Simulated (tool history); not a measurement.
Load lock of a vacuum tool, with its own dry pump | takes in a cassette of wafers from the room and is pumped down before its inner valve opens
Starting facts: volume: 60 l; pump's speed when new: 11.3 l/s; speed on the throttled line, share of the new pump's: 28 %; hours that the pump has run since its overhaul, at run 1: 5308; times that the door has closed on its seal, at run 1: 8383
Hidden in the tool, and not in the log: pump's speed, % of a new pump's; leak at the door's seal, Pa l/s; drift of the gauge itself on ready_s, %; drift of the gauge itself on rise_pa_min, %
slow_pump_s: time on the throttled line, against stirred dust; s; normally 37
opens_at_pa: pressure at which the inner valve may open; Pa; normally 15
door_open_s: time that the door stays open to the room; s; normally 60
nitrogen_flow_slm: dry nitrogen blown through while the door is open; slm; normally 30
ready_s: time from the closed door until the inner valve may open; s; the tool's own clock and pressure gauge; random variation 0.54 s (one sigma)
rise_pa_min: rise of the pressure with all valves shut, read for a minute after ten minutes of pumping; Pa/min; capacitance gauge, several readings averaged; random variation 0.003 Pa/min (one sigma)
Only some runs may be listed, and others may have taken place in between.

run      day  slow_pump_s  opens_at_pa  door_open_s  nitrogen_flow_slm  hours that the pump has run since its overhaul  times that the door has closed on its seal  incoming humidity of the room's air, %  ready_s  rise_pa_min
  1        0           37           15           60                 30                                            5308                                        8383                                    45.8     74.6        0.053
  2    6.754           37           15           60                 30                                            5470                                        8871                                    46.4     75.6        0.061
  3   14.792           37           15           60                 38                                            5663                                        9451                                    41.9     75.5        0.061
  4   20.017           37           15          127                 30                                            5788                                        9829                                    45.6     76.2        0.079
  5   24.008           37           15          127                 30                                            5884                                       10117                                    44.1     75.7        0.075
  6   31.404           37           15          127                 30                                            6062                                       10651                                      45       77        0.085
  7   39.438           37           15          127                 30                                            6254                                       11232                                    45.6     76.7        0.087
  8   43.579           37           15          127                 30                                            6354                                       11531                                      47     75.8         0.09
  9   49.504           37           15          127                 30                                            6496                                       11959                                      48     76.1        0.091
 10   54.912           37           15          127                 30                                            6626                                       12349                                    44.8     76.8        0.094
 11   59.042           37           15          127                 30                                            6725                                       12648                                    47.5     75.6        0.101
 12   66.712           63           11           44                 37                                            6909                                       13202                                    46.7     95.8        0.094
 13   73.038           63           11           44                 37                                            7061                                       13659                                    44.3     97.1        0.098
 14    77.65           26           14          157                 18                                            7171                                       13992                                    46.4     69.4        0.124
 15   85.767           37           15           78                 13                                            7366                                       14578                                    43.7     76.7        0.118
 16   90.246           37           15           36                  9                                            7474                                       14902                                    43.6       76        0.113
 17   93.808           37           15           36                  9                                            7559                                       15159                                      43     75.7        0.118
 18  102.296           37           15          138                 13                                            7763                                       15772                                    44.4     76.6        0.142
 19   107.55           37           15          138                 13                                            7889                                       16152                                    49.2     76.1        0.158

A few steps of ready_s between consecutive runs. Split each: what settings, incoming material and random variation would produce without the hidden state, and what is left over for the hidden state, along with gauge scatter present in only one of the two compared results (measured, and without hidden state):
Run 13 -> 14: slow_pump_s 63 -> 26, opens_at_pa 11 -> 14, door_open_s 44 -> 157, nitrogen_flow_slm 37 -> 18. ready_s -27.7 s: hidden state +0.5, all else -28.2.

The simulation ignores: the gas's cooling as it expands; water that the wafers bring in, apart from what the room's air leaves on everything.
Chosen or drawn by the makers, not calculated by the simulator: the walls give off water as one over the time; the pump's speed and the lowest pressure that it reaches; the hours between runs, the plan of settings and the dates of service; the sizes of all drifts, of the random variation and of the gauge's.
